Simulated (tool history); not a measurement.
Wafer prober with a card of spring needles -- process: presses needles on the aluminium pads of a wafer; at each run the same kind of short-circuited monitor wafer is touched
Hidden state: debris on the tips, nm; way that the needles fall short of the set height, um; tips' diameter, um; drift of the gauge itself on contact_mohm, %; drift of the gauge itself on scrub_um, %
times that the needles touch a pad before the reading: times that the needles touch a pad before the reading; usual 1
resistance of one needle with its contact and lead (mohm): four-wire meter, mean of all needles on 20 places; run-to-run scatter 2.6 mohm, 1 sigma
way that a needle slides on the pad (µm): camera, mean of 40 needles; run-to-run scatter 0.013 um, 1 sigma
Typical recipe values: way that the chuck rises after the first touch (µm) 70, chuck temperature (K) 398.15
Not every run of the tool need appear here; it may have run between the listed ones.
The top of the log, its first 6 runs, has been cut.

run   hour  way that the chuck rises after the first touch (µm)  chuck temperature (K)  times that the needles touch a pad before the reading  touches since the tips were cleaned  cleanings since the card got new needles  touches since the first contact's height was set  resistance of one needle with its contact and lead (mohm)  way that a needle slides on the pad (µm)
      98.6  -- tips cleaned on abrasive film
     114.7  -- tips cleaned on abrasive film
  7  118.6                                                   70                 398.15                                                      1                                 2192                                        26                                            117880                                                        395                                     18.76
     126.9  -- height of the first contact set anew
     130.6  -- tips cleaned on abrasive film
  8  137.1                                                   70                 398.15                                                      1                                 3603                                        27                                              5566                                                        406                                     18.99
     145.4  -- tips cleaned on abrasive film
     160.1  -- tips cleaned on abrasive film
  9  160.1                                                   80                 398.15                                                      1                                    0                                        29                                             18109                                                        311                                     21.65
 10  173.0                                                   70                 370.15                                                      1                                 7094                                        29                                             25203                                                        465                                     18.95
     174.6  -- tips cleaned on abrasive film
 11  187.2                                                   70                 370.15                                                      1                                 6954                                        30                                             32951                                                        464                                     18.95
     190.1  -- tips cleaned on abrasive film
     204.9  -- tips cleaned on abrasive film
 12  209.2                                                   70                 398.15                                                      1                                 2337                                        32                                             44917                                                        387                                     18.90
     220.0  -- tips cleaned on abrasive film
 13  228.6                                                   70                 398.15                                                      1                                 4706                                        33                                             55542                                                        440                                     18.91
     234.5  -- tips cleaned on abrasive film
 14  247.2                                                   70                 343.15                                                      1                                 7016                                        34                                             65749                                                        473                                     18.88
     249.4  -- tips cleaned on abrasive film
     264.0  -- tips cleaned on abrasive film
 15  265.2                                                   70                 343.15                                                      1                                  615                                        36                                             75493                                                        322                                     18.84
     279.5  -- tips cleaned on abrasive film
 16  280.2                                                   70                 398.15                                                      1                                  426                                        37                                             83726                                                        337                                     18.83
     293.7  -- tips cleaned on abrasive film
 17  295.4                                                   65                 396.15                                                      2                                  905                                        38                                             92005                                                        340                                     17.46
     308.0  -- tips cleaned on abrasive film
 18  313.0                                                   65                 396.15                                                      2                                 2734                                        39                                            101626                                                        375                                     17.42
     323.1  -- tips cleaned on abrasive film
 19  323.1                                                   82                 329.15                                                      1                                    0                                        40                                            107150                                                        295                                     22.03
     338.1  -- tips cleaned on abrasive film
 20  346.6                                                   72                 398.15                                                      2                                 4667                                        41                                            120025                                                        382                                     19.30
     350.3  -- height of the first contact set anew
     352.7  -- tips cleaned on abrasive film
 21  361.2                                                   72                 398.15                                                      2                                 4649                                        42                                              5915                                                        381                                     19.53
     368.5  -- tips cleaned on abrasive film
     383.6  -- tips cleaned on abrasive film
 22  383.6                                                   53                 367.15                                                      2                                    0                                        44                                             18137                                                        320                                     14.33
 23  393.4                                                   84                 367.15                                                      3                                 5379                                        44                                             23516                                                        336                                     22.75
     398.6  -- tips cleaned on abrasive film
 24  412.1                                                   76                 319.15                                                      1                                 7457                                        45                                             33787                                                        450                                     20.54
     414.2  -- tips cleaned on abrasive film
     429.5  -- tips cleaned on abrasive film
 25  431.6                                                   76                 349.15                                                      1                                 1150                                        47                                             44354                                                        348                                     20.51
     444.3  -- tips cleaned on abrasive film
 26  447.3                                                   53                 398.15                                                      1                                 1655                                        48                                             52977                                                        415                                     14.25
     458.8  -- tips cleaned on abrasive film
 27  460.9                                                   81                 375.15                                                      2                                 1148                                        49                                             60387                                                        327                                     21.83
     473.5  -- tips cleaned on abrasive film
 28  482.8                                                   81                 375.15                                                      2                                 5083                                        50                                             72360                                                        361                                     21.81
     488.2  -- tips cleaned on abrasive film
 29  495.6                                                   82                 380.15                                                      2                                 4052                                        51                                             79371                                                        350                                     22.04
     503.1  -- tips cleaned on abrasive film
 30  508.0                                                   82                 380.15                                                      2                                 2680                                        52                                             86111                                                        343                                     22.06
     518.9  -- tips cleaned on abrasive film
 31  531.1                                                   82                 380.15                                                      2                                 6702                                        53                                             98778                                                        381                                     22.05

Branching from run 31: 4 alternative next runs. What would each branch give?
     534.1  -- tips cleaned on abrasive film
     549.0  -- tips cleaned on abrasive film
  A  551.5                                                   70                 398.15                                                      2                                 1361                                        55                                            109889                                                          ?                                         ?
     534.1  -- tips cleaned on abrasive film
     549.0  -- tips cleaned on abrasive film
  B  551.5                                                   60                 350.15                                                      3                                 1361                                        55                                            109889                                                          ?                                         ?
     534.1  -- tips cleaned on abrasive film
     549.0  -- tips cleaned on abrasive film
  C  551.5                                                   69                 380.15                                                      1                                 1361                                        55                                            109889                                                          ?                                         ?
     534.1  -- tips cleaned on abrasive film
     549.0  -- tips cleaned on abrasive film
  D  551.5                                                   64                 318.15                                                      2                                 1361                                        55                                            109889                                                          ?                                         ?

run  resistance of one needle with its contact and lead (mohm)  way that a needle slides on the pad (µm)
  A                                                        353                                     18.74
  B                                                        326                                     16.03
  C                                                        373                                     18.48
  D                                                        336                                     17.10
Without the tool's hidden state the same runs would have given:
run  resistance of one needle with its contact and lead (mohm)  way that a needle slides on the pad (µm)
  A                                                        310                                     18.99
  B                                                        290                                     16.28
  C                                                        299                                     18.72
  D                                                        281                                     17.35

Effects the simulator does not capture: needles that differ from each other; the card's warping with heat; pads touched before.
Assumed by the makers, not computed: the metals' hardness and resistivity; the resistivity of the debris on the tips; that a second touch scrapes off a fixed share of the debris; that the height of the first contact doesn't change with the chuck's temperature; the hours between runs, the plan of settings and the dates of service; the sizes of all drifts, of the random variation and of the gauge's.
